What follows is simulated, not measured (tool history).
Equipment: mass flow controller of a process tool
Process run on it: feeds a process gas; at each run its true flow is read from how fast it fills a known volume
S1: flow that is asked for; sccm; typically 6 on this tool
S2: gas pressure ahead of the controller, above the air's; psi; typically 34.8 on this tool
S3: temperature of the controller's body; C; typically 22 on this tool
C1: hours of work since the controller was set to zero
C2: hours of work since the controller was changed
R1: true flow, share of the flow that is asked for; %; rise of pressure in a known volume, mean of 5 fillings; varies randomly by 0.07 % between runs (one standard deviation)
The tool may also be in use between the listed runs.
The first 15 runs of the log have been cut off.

run,hour,S1,S2,S3,C1,C2,R1
16,1662.1,6,34.8,35,4415,4415,98.27
17,1746.7,6,34.8,35,4473,4473,98.35
18,1848.1,6,34.8,22,4543,4543,98.10
19,1976.2,6,34.8,23,4631,4631,98.10
20,2072.9,6,34.8,22,4697,4697,98.01
21,2131.5,6,34.8,22,4737,4737,98.06
22,2260.4,3,22.0,35,4826,4826,100.02
23,2316.2,2,29.3,40,4864,4864,101.35
24,2385.4,3,36.1,29,4912,4912,99.26
25,2509.7,3,36.1,29,4997,4997,99.41
26,2573.4,7,34.8,22,5041,5041,97.84
27,2699.1,3,20.9,26,5127,5127,99.93
28,2836.6,5,40.0,27,5222,5222,98.19
29,2934.0,4,40.0,33,5288,5288,98.60
30,3034.8,2,21.9,31,5358,5358,101.72
31,3146.1,2,21.9,31,5434,5434,101.83
32,3207.0,2,31.6,34,5476,5476,101.52
33,3317.9,2,28.9,22,5552,5552,101.29
34,3418.9,6,30.3,36,5622,5622,98.45
35,3523.8,6,30.3,36,5694,5694,98.45
36,3646.0,2,24.8,21,5778,5778,101.45
37,3753.3,9,39.2,39,5851,5851,97.94
38,3858.5,6,36.3,31,5924,5924,98.08
39,3979.2,4,28.3,29,6006,6006,99.08
40,4092.7,12,37.3,29,6084,6084,97.51

Branching from run 40: 3 alternative next runs. What would each branch give?
A,4200.2,18,35.0,35,6158,6158,?
B,4200.2,7,37.3,38,6158,6158,?
C,4200.2,12,37.3,33,6158,6158,?

run,R1
A,98.17
B,98.06
C,97.77
Stripped of hidden state, with their random variation kept, the same runs would have yielded:
run,R1
A,99.74
B,98.59
C,99.01
